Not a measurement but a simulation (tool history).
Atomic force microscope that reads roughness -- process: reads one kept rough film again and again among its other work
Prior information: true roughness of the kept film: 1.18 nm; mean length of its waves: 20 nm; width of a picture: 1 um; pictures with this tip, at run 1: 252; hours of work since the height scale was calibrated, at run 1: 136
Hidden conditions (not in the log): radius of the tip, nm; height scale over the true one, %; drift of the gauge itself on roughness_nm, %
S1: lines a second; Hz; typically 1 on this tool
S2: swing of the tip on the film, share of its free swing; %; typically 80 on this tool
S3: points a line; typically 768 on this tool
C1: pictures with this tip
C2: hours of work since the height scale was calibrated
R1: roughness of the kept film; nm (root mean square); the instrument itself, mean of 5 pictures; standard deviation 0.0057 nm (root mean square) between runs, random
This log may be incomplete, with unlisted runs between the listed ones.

run,hour,S1,S2,S3,C1,C2,R1
1,0,1,80,768,252,136,0.998
# hour 17.1: new tip fitted
2,28.2,0.69,80,768,15,150,1.037
3,58.6,1,80,899,56,164,1
4,80.4,1,80,899,85,175,1.007
5,110.7,1,80,768,126,189,1.002
6,141.7,1,80,768,168,204,0.999
7,167.5,1,80,768,202,216,1.002
8,196.8,1,80,768,242,230,1.003
# hour 221.8: new tip fitted
9,227.3,1,85,768,7,245,0.983
10,253,1,85,768,41,257,0.99
11,267,1,85,768,60,264,0.976
12,294.2,1,85,768,97,277,0.976
13,324,1,85,768,137,291,0.975
14,347.1,1,80,768,168,302,1.004
15,364.6,1,80,768,192,311,1.004
16,386.8,1,80,768,222,321,1.011
17,417.5,0.54,80,768,263,336,1.039
# hour 426.9: new tip fitted
18,438.2,1,76,768,15,345,1.025
19,467.2,1,76,768,54,359,1.021
20,483.8,1,76,768,76,367,1.019
21,513.2,1.43,66,513,116,381,1.031
22,533.2,3.95,74,795,143,391,0.856
23,549.6,3.68,66,775,165,399,0.951
24,563.4,3.52,63,709,183,405,0.97
25,583,3.52,63,709,210,415,0.98
26,597.5,1.66,74,456,229,422,0.985
27,619.8,1.56,61,457,259,432,1.041
# hour 632.2: new tip fitted
28,637.5,1,80,390,7,441,0.986
29,665.2,1.74,65,597,44,454,1.023
30,696.6,0.6,77,435,87,469,1.047
31,728.2,1.77,78,768,129,484,0.948
32,754.8,1.77,78,768,165,497,0.952
33,774.6,0.56,78,628,191,506,1.065
34,798,0.56,78,679,223,517,1.055
35,818.8,0.77,86,323,251,527,0.985
# hour 835.7: new tip fitted
36,847.5,2.94,56,447,16,541,1.033
37,870.5,2.94,56,447,47,552,1.018
38,885.2,2.94,56,447,66,559,1.02

What if the next run were any one of these 5? Each begins from the tool's condition after run 38:
A,909.8,3.67,56,447,100,571,?
B,909.8,2.94,62,308,100,571,?
C,909.8,0.79,80,483,100,571,?
D,909.8,2.94,77,751,100,571,?
E,909.8,0.76,80,310,100,571,?

run,R1
A,1.012
B,0.977
C,1.017
D,0.885
E,1
Without the tool's hidden state the same runs would have given:
run,R1
A,1.014
B,0.979
C,1.019
D,0.887
E,1.002
